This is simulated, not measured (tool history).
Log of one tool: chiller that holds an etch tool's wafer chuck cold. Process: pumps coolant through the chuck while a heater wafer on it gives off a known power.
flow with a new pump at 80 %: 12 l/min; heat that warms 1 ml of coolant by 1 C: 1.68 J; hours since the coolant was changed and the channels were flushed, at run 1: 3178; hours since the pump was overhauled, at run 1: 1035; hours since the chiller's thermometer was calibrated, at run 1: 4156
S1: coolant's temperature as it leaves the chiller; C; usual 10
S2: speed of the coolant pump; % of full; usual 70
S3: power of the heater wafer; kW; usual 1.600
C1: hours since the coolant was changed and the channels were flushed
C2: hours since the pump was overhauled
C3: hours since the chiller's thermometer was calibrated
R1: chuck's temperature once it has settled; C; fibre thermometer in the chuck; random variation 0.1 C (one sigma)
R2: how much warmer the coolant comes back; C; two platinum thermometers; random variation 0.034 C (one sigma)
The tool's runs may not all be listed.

{"run": 1, "day": 0.0, "S1": 10, "S2": 70, "S3": 1.6, "C1": 3178, "C2": 1035, "C3": 4156, "R1": 21.0, "R2": 5.54}
{"run": 2, "day": 1.654, "S1": 10, "S2": 70, "S3": 1.6, "C1": 3217, "C2": 1075, "C3": 4195, "R1": 21.0, "R2": 5.58}
{"run": 3, "day": 3.333, "S1": 10, "S2": 70, "S3": 1.6, "C1": 3258, "C2": 1115, "C3": 4236, "R1": 20.9, "R2": 5.51}
{"run": 4, "day": 5.229, "S1": 10, "S2": 70, "S3": 1.6, "C1": 3303, "C2": 1161, "C3": 4281, "R1": 20.9, "R2": 5.58}
{"run": 5, "day": 7.662, "S1": 10, "S2": 70, "S3": 1.6, "C1": 3362, "C2": 1219, "C3": 4340, "R1": 21.1, "R2": 5.56}
{"run": 6, "day": 9.358, "S1": 10, "S2": 70, "S3": 1.6, "C1": 3402, "C2": 1260, "C3": 4380, "R1": 20.9, "R2": 5.62}
{"run": 7, "day": 11.717, "S1": 10, "S2": 70, "S3": 1.6, "C1": 3459, "C2": 1316, "C3": 4437, "R1": 20.8, "R2": 5.59}
{"run": 8, "day": 13.267, "S1": 10, "S2": 66, "S3": 1.6, "C1": 3496, "C2": 1354, "C3": 4474, "R1": 21.3, "R2": 6.0}
{"run": 9, "day": 16.188, "S1": 10, "S2": 87, "S3": 1.6, "C1": 3566, "C2": 1424, "C3": 4544, "R1": 19.4, "R2": 4.43}
{"run": 10, "day": 17.492, "S1": 10, "S2": 87, "S3": 1.318, "C1": 3597, "C2": 1455, "C3": 4575, "R1": 17.9, "R2": 3.73}
{"run": 11, "day": 19.179, "S1": 10, "S2": 70, "S3": 1.6, "C1": 3638, "C2": 1495, "C3": 4616, "R1": 21.1, "R2": 5.72}
{"run": 12, "day": 20.954, "S1": 3, "S2": 85, "S3": 1.6, "C1": 3681, "C2": 1538, "C3": 4659, "R1": 12.6, "R2": 4.62}
{"run": 13, "day": 22.933, "S1": 3, "S2": 79, "S3": 1.004, "C1": 3728, "C2": 1585, "C3": 4706, "R1": 9.2, "R2": 3.25}
{"run": 14, "day": 25.483, "S1": 6, "S2": 79, "S3": 1.004, "C1": 3789, "C2": 1647, "C3": 4767, "R1": 12.3, "R2": 3.2}
{"run": 15, "day": 27.729, "S1": 10, "S2": 70, "S3": 1.6, "C1": 3843, "C2": 1701, "C3": 4821, "R1": 21.0, "R2": 5.78}
{"run": 16, "day": 30.825, "S1": 5, "S2": 70, "S3": 1.6, "C1": 3917, "C2": 1775, "C3": 4895, "R1": 15.8, "R2": 5.82}
{"run": 17, "day": 32.65, "S1": 5, "S2": 70, "S3": 1.6, "C1": 3961, "C2": 1819, "C3": 4939, "R1": 16.0, "R2": 5.74}
{"run": 18, "day": 35.129, "S1": 11, "S2": 70, "S3": 0.95, "C1": 4021, "C2": 1878, "C3": 4999, "R1": 17.7, "R2": 3.58}
{"run": 19, "day": 37.638, "S1": 1, "S2": 73, "S3": 1.452, "C1": 4081, "C2": 1938, "C3": 5059, "R1": 10.6, "R2": 5.1}
{"run": 20, "day": 40.246, "S1": 17, "S2": 77, "S3": 1.351, "C1": 4144, "C2": 2001, "C3": 5121, "R1": 25.6, "R2": 4.55}
{"day": 41.025, "done": "chiller's thermometer calibrated"}
{"run": 21, "day": 41.858, "S1": 10, "S2": 65, "S3": 1.283, "C1": 4181, "C2": 2039, "C3": 20, "R1": 19.3, "R2": 5.11}

Measured less the same run without the tool's hidden state. The same run-to-run variation is in both; the gauge's scatter may not be:
The hidden state here: heat passed by the chuck's channels, % of clean ones'; flow at a given pump speed, % of a new pump's; coolant's true temperature over the reading, C; drift of the gauge itself on chuck_c, C; drift of the gauge itself on warmer_back_c, C.
run=1 R2=+0.01
run=2 R2=+0.02
run=3 R2=+0.03
run=4 R2=+0.04
run=5 R2=+0.07
run=6 R2=+0.08
run=7 R2=+0.09
run=8 R2=+0.11
run=9 R2=+0.12
run=10 R2=+0.14
run=11 R2=+0.16
run=12 R2=+0.17
run=13 R2=+0.18
run=14 R2=+0.19
run=15 R2=+0.22
run=16 R2=+0.24
run=17 R2=+0.26
run=18 R2=+0.27
run=19 R2=+0.30
run=20 R2=+0.31
run=21 R2=+0.32
R1: within 0.1 C of the measured result in every run.
